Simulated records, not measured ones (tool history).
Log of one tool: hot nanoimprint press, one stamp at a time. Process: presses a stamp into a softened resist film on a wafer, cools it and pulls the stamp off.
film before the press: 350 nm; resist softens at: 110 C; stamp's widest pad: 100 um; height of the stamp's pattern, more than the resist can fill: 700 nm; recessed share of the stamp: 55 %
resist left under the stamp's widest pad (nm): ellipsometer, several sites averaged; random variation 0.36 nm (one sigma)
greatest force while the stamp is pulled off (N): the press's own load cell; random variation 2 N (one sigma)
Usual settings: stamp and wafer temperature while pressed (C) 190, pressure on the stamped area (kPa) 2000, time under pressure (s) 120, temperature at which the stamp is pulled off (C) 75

run	day	stamp and wafer temperature while pressed (C)	pressure on the stamped area (kPa)	time under pressure (s)	temperature at which the stamp is pulled off (C)	resist left under the stamp's widest pad (nm)	greatest force while the stamp is pulled off (N)
1	0	190	2000	120	75	145.5	183
2	1.292	190	2000	120	64	145.3	210
3	2.754	190	2000	120	64	145.8	206
4	3.483	190	2000	73	75	176	187
5	5.021	190	2000	73	75	175.8	188
# day 5.729: plate thermocouple calibrated
# day 6.596: stamp cleaned and given a new release coat
6	6.662	190	2000	73	75	176.3	186
7	7.446	190	2000	73	75	176.5	181
8	8.675	190	2000	73	75	177.1	185
9	9.454	189	1440	81	75	197.2	182
10	10.4	194	1440	81	65	176.8	210

The next listed run, before its measurement:
11	11.296	183	1440	81	65	?	?

resist left under the stamp's widest pad (nm): 225.5
greatest force while the stamp is pulled off (N): 205
Without the tool's hidden state the same run would have given resist left under the stamp's widest pad (nm) 224.6, greatest force while the stamp is pulled off (N) 204.
